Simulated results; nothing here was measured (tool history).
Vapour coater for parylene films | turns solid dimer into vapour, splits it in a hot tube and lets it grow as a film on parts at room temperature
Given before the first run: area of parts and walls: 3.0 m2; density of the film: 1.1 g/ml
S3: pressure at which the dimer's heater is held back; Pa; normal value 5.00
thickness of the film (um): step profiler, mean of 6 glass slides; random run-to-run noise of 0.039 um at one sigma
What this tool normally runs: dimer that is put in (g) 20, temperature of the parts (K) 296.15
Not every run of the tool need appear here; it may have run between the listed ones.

{"run": 1, "hour": 0.0, "dimer that is put in (g)": 20, "temperature of the parts (K)": 296.15, "S3": 5.0, "thickness of the film (um)": 4.29}
{"run": 2, "hour": 13.8, "dimer that is put in (g)": 20, "temperature of the parts (K)": 296.15, "S3": 5.0, "thickness of the film (um)": 4.24}
{"run": 3, "hour": 40.6, "dimer that is put in (g)": 20, "temperature of the parts (K)": 296.15, "S3": 5.0, "thickness of the film (um)": 4.17}
{"run": 4, "hour": 64.5, "dimer that is put in (g)": 20, "temperature of the parts (K)": 296.15, "S3": 5.0, "thickness of the film (um)": 4.2}
{"run": 5, "hour": 97.9, "dimer that is put in (g)": 20, "temperature of the parts (K)": 296.15, "S3": 5.0, "thickness of the film (um)": 4.27}
{"run": 6, "hour": 120.1, "dimer that is put in (g)": 20, "temperature of the parts (K)": 296.15, "S3": 5.0, "thickness of the film (um)": 4.29}
{"run": 7, "hour": 135.3, "dimer that is put in (g)": 20, "temperature of the parts (K)": 304.15, "S3": 5.0, "thickness of the film (um)": 3.21}
{"run": 8, "hour": 158.2, "dimer that is put in (g)": 20, "temperature of the parts (K)": 296.15, "S3": 5.0, "thickness of the film (um)": 4.22}
{"run": 9, "hour": 181.7, "dimer that is put in (g)": 20, "temperature of the parts (K)": 296.15, "S3": 3.09, "thickness of the film (um)": 4.54}
{"run": 10, "hour": 201.9, "dimer that is put in (g)": 20, "temperature of the parts (K)": 296.15, "S3": 3.09, "thickness of the film (um)": 4.51}
{"run": 11, "hour": 231.9, "dimer that is put in (g)": 20, "temperature of the parts (K)": 296.15, "S3": 3.09, "thickness of the film (um)": 4.66}
{"run": 12, "hour": 258.1, "dimer that is put in (g)": 20, "temperature of the parts (K)": 296.15, "S3": 5.0, "thickness of the film (um)": 4.21}
{"run": 13, "hour": 285.5, "dimer that is put in (g)": 25, "temperature of the parts (K)": 296.15, "S3": 5.0, "thickness of the film (um)": 5.29}
{"run": 14, "hour": 308.6, "dimer that is put in (g)": 25, "temperature of the parts (K)": 296.15, "S3": 5.0, "thickness of the film (um)": 5.31}
{"run": 15, "hour": 325.7, "dimer that is put in (g)": 25, "temperature of the parts (K)": 296.15, "S3": 5.0, "thickness of the film (um)": 5.29}
{"run": 16, "hour": 341.1, "dimer that is put in (g)": 25, "temperature of the parts (K)": 296.15, "S3": 5.0, "thickness of the film (um)": 5.31}
{"run": 17, "hour": 359.8, "dimer that is put in (g)": 25, "temperature of the parts (K)": 296.15, "S3": 5.0, "thickness of the film (um)": 5.27}
{"run": 18, "hour": 389.5, "dimer that is put in (g)": 20, "temperature of the parts (K)": 296.15, "S3": 5.0, "thickness of the film (um)": 4.21}
{"run": 19, "hour": 407.7, "dimer that is put in (g)": 20, "temperature of the parts (K)": 296.15, "S3": 5.0, "thickness of the film (um)": 4.23}
{"run": 20, "hour": 431.4, "dimer that is put in (g)": 20, "temperature of the parts (K)": 300.15, "S3": 5.0, "thickness of the film (um)": 3.69}
{"run": 21, "hour": 449.6, "dimer that is put in (g)": 15, "temperature of the parts (K)": 292.15, "S3": 7.06, "thickness of the film (um)": 3.45}
{"run": 22, "hour": 470.6, "dimer that is put in (g)": 15, "temperature of the parts (K)": 292.15, "S3": 7.06, "thickness of the film (um)": 3.46}
{"run": 23, "hour": 490.9, "dimer that is put in (g)": 31, "temperature of the parts (K)": 292.15, "S3": 2.04, "thickness of the film (um)": 8.63}
{"run": 24, "hour": 520.8, "dimer that is put in (g)": 31, "temperature of the parts (K)": 302.15, "S3": 11.31, "thickness of the film (um)": 4.68}
{"run": 25, "hour": 542.3, "dimer that is put in (g)": 20, "temperature of the parts (K)": 289.15, "S3": 2.35, "thickness of the film (um)": 5.86}
{"run": 26, "hour": 573.9, "dimer that is put in (g)": 20, "temperature of the parts (K)": 289.15, "S3": 2.35, "thickness of the film (um)": 5.9}
{"run": 27, "hour": 591.5, "dimer that is put in (g)": 15, "temperature of the parts (K)": 289.15, "S3": 2.15, "thickness of the film (um)": 4.44}
{"run": 28, "hour": 619.1, "dimer that is put in (g)": 15, "temperature of the parts (K)": 289.15, "S3": 7.55, "thickness of the film (um)": 3.78}
{"run": 29, "hour": 640.5, "dimer that is put in (g)": 15, "temperature of the parts (K)": 289.15, "S3": 7.55, "thickness of the film (um)": 3.73}
{"run": 30, "hour": 672.9, "dimer that is put in (g)": 20, "temperature of the parts (K)": 296.15, "S3": 2.7, "thickness of the film (um)": 4.66}
{"hour": 704.2, "done": "trap's valve overhauled"}
{"run": 31, "hour": 708.8, "dimer that is put in (g)": 28, "temperature of the parts (K)": 296.15, "S3": 5.77, "thickness of the film (um)": 5.85}
{"run": 32, "hour": 735.8, "dimer that is put in (g)": 14, "temperature of the parts (K)": 296.15, "S3": 5.77, "thickness of the film (um)": 2.89}
{"run": 33, "hour": 768.4, "dimer that is put in (g)": 20, "temperature of the parts (K)": 288.15, "S3": 5.0, "thickness of the film (um)": 5.54}
{"run": 34, "hour": 796.3, "dimer that is put in (g)": 10, "temperature of the parts (K)": 302.15, "S3": 5.0, "thickness of the film (um)": 1.74}
{"run": 35, "hour": 819.9, "dimer that is put in (g)": 18, "temperature of the parts (K)": 296.15, "S3": 5.0, "thickness of the film (um)": 3.8}
{"run": 36, "hour": 840.3, "dimer that is put in (g)": 32, "temperature of the parts (K)": 292.15, "S3": 9.06, "thickness of the film (um)": 7.08}
{"run": 37, "hour": 859.1, "dimer that is put in (g)": 28, "temperature of the parts (K)": 296.15, "S3": 3.93, "thickness of the film (um)": 6.17}
{"run": 38, "hour": 882.0, "dimer that is put in (g)": 28, "temperature of the parts (K)": 296.15, "S3": 3.93, "thickness of the film (um)": 6.25}

Branching from run 38: 5 alternative next runs. What would each branch give?
{"run": "A", "hour": 898.8, "dimer that is put in (g)": 20, "temperature of the parts (K)": 293.15, "S3": 2.97, "thickness of the film (um)": "?"}
{"run": "B", "hour": 898.8, "dimer that is put in (g)": 20, "temperature of the parts (K)": 296.15, "S3": 3.97, "thickness of the film (um)": "?"}
{"run": "C", "hour": 898.8, "dimer that is put in (g)": 29, "temperature of the parts (K)": 298.15, "S3": 2.61, "thickness of the film (um)": "?"}
{"run": "D", "hour": 898.8, "dimer that is put in (g)": 19, "temperature of the parts (K)": 303.15, "S3": 10.26, "thickness of the film (um)": "?"}
{"run": "E", "hour": 898.8, "dimer that is put in (g)": 28, "temperature of the parts (K)": 304.15, "S3": 3.93, "thickness of the film (um)": "?"}

run=A thickness_of_the_film_(um)=5.09
run=B thickness_of_the_film_(um)=4.40
run=C thickness_of_the_film_(um)=6.36
run=D thickness_of_the_film_(um)=2.81
run=E thickness_of_the_film_(um)=4.69
Stripped of hidden state, with their random variation kept, the same runs would have yielded:
run=A thickness_of_the_film_(um)=5.09
run=B thickness_of_the_film_(um)=4.40
run=C thickness_of_the_film_(um)=6.37
run=D thickness_of_the_film_(um)=2.81
run=E thickness_of_the_film_(um)=4.69

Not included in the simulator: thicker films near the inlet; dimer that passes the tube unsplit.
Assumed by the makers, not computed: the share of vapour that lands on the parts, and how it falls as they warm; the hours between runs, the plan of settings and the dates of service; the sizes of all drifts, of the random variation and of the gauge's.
